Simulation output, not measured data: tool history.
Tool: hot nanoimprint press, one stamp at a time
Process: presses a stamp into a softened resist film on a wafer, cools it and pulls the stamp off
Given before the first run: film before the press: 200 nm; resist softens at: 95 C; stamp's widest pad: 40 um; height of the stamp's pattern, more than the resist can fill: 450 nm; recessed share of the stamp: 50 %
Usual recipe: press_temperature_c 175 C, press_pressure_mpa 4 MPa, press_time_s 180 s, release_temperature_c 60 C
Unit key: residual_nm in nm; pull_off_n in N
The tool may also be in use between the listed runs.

run 1 hour=0 | press_temperature_c=175 press_pressure_mpa=4 press_time_s=180 release_temperature_c=60 | residual_nm=77.1 pull_off_n=221
-- hour=18.5 stamp cleaned and given a new release coat
run 2 hour=21.2 | press_temperature_c=175 press_pressure_mpa=4 press_time_s=180 release_temperature_c=60 | residual_nm=77 pull_off_n=184
run 3 hour=36 | press_temperature_c=175 press_pressure_mpa=4 press_time_s=94 release_temperature_c=60 | residual_nm=98.6 pull_off_n=193
run 4 hour=44.6 | press_temperature_c=175 press_pressure_mpa=4.17 press_time_s=180 release_temperature_c=60 | residual_nm=75.8 pull_off_n=194
run 5 hour=60 | press_temperature_c=175 press_pressure_mpa=4 press_time_s=180 release_temperature_c=60 | residual_nm=77.3 pull_off_n=194
run 6 hour=68.9 | press_temperature_c=175 press_pressure_mpa=4 press_time_s=180 release_temperature_c=60 | residual_nm=77.4 pull_off_n=201
run 7 hour=84.4 | press_temperature_c=175 press_pressure_mpa=4 press_time_s=180 release_temperature_c=60 | residual_nm=78 pull_off_n=202
run 8 hour=100.1 | press_temperature_c=175 press_pressure_mpa=4 press_time_s=180 release_temperature_c=60 | residual_nm=77.7 pull_off_n=209
run 9 hour=114.5 | press_temperature_c=175 press_pressure_mpa=4 press_time_s=180 release_temperature_c=60 | residual_nm=78 pull_off_n=207
run 10 hour=122.7 | press_temperature_c=175 press_pressure_mpa=4 press_time_s=180 release_temperature_c=60 | residual_nm=78.5 pull_off_n=219
run 11 hour=133.3 | press_temperature_c=175 press_pressure_mpa=4 press_time_s=180 release_temperature_c=60 | residual_nm=77.7 pull_off_n=205
run 12 hour=143.6 | press_temperature_c=175 press_pressure_mpa=4 press_time_s=180 release_temperature_c=59 | residual_nm=77.7 pull_off_n=220
-- hour=162.6 stamp cleaned and given a new release coat
run 13 hour=164.4 | press_temperature_c=175 press_pressure_mpa=4 press_time_s=180 release_temperature_c=51 | residual_nm=78.1 pull_off_n=231
-- hour=168.8 plate thermocouple calibrated
run 14 hour=181.5 | press_temperature_c=175 press_pressure_mpa=4 press_time_s=180 release_temperature_c=51 | residual_nm=78.5 pull_off_n=234
-- hour=195 plate thermocouple calibrated, once more
run 15 hour=195.6 | press_temperature_c=175 press_pressure_mpa=4 press_time_s=180 release_temperature_c=60 | residual_nm=74.8 pull_off_n=186
run 16 hour=211.4 | press_temperature_c=167 press_pressure_mpa=4 press_time_s=180 release_temperature_c=60 | residual_nm=99.2 pull_off_n=191
run 17 hour=222.1 | press_temperature_c=186 press_pressure_mpa=2.47 press_time_s=116 release_temperature_c=52 | residual_nm=78.3 pull_off_n=229
run 18 hour=238.2 | press_temperature_c=178 press_pressure_mpa=5.46 press_time_s=180 release_temperature_c=68 | residual_nm=58.1 pull_off_n=150
run 19 hour=248.2 | press_temperature_c=177 press_pressure_mpa=4 press_time_s=118 release_temperature_c=60 | residual_nm=82.7 pull_off_n=195
run 20 hour=256.8 | press_temperature_c=165 press_pressure_mpa=2.65 press_time_s=118 release_temperature_c=60 | residual_nm=140.4 pull_off_n=206
run 21 hour=267.6 | press_temperature_c=165 press_pressure_mpa=2.65 press_time_s=268 release_temperature_c=60 | residual_nm=110.9 pull_off_n=208
run 22 hour=283 | press_temperature_c=165 press_pressure_mpa=3.25 press_time_s=268 release_temperature_c=61 | residual_nm=102.7 pull_off_n=207
run 23 hour=294.2 | press_temperature_c=165 press_pressure_mpa=3.25 press_time_s=296 release_temperature_c=56 | residual_nm=99.2 pull_off_n=241
run 24 hour=301.1 | press_temperature_c=175 press_pressure_mpa=4 press_time_s=135 release_temperature_c=66 | residual_nm=84.7 pull_off_n=176
-- hour=312.4 stamp cleaned and given a new release coat
run 25 hour=317.5 | press_temperature_c=175 press_pressure_mpa=4 press_time_s=135 release_temperature_c=66 | residual_nm=84.6 pull_off_n=153
run 26 hour=328.7 | press_temperature_c=167 press_pressure_mpa=4 press_time_s=201 release_temperature_c=67 | residual_nm=97 pull_off_n=149
run 27 hour=336.5 | press_temperature_c=167 press_pressure_mpa=4 press_time_s=201 release_temperature_c=67 | residual_nm=96.7 pull_off_n=156
run 28 hour=345.9 | press_temperature_c=169 press_pressure_mpa=5.45 press_time_s=180 release_temperature_c=67 | residual_nm=81.6 pull_off_n=153
run 29 hour=355.5 | press_temperature_c=175 press_pressure_mpa=4 press_time_s=114 release_temperature_c=56 | residual_nm=91.3 pull_off_n=208

Consider 3 possible next runs. They are alternatives, not a sequence: every one starts from the tool as it was left by run 29. What does each give?
run A hour=366 | press_temperature_c=182 press_pressure_mpa=4 press_time_s=114 release_temperature_c=56 | residual_nm=? pull_off_n=?
run B hour=366 | press_temperature_c=175 press_pressure_mpa=5.75 press_time_s=272 release_temperature_c=60 | residual_nm=? pull_off_n=?
run C hour=366 | press_temperature_c=170 press_pressure_mpa=4 press_time_s=144 release_temperature_c=56 | residual_nm=? pull_off_n=?

run=A residual_nm=71.9 pull_off_n=215
run=B residual_nm=53.6 pull_off_n=187
run=C residual_nm=98.5 pull_off_n=225
With no hidden state in the tool, these same runs would have given:
run=A residual_nm=70.9 pull_off_n=200
run=B residual_nm=52.6 pull_off_n=173
run=C residual_nm=97.3 pull_off_n=209

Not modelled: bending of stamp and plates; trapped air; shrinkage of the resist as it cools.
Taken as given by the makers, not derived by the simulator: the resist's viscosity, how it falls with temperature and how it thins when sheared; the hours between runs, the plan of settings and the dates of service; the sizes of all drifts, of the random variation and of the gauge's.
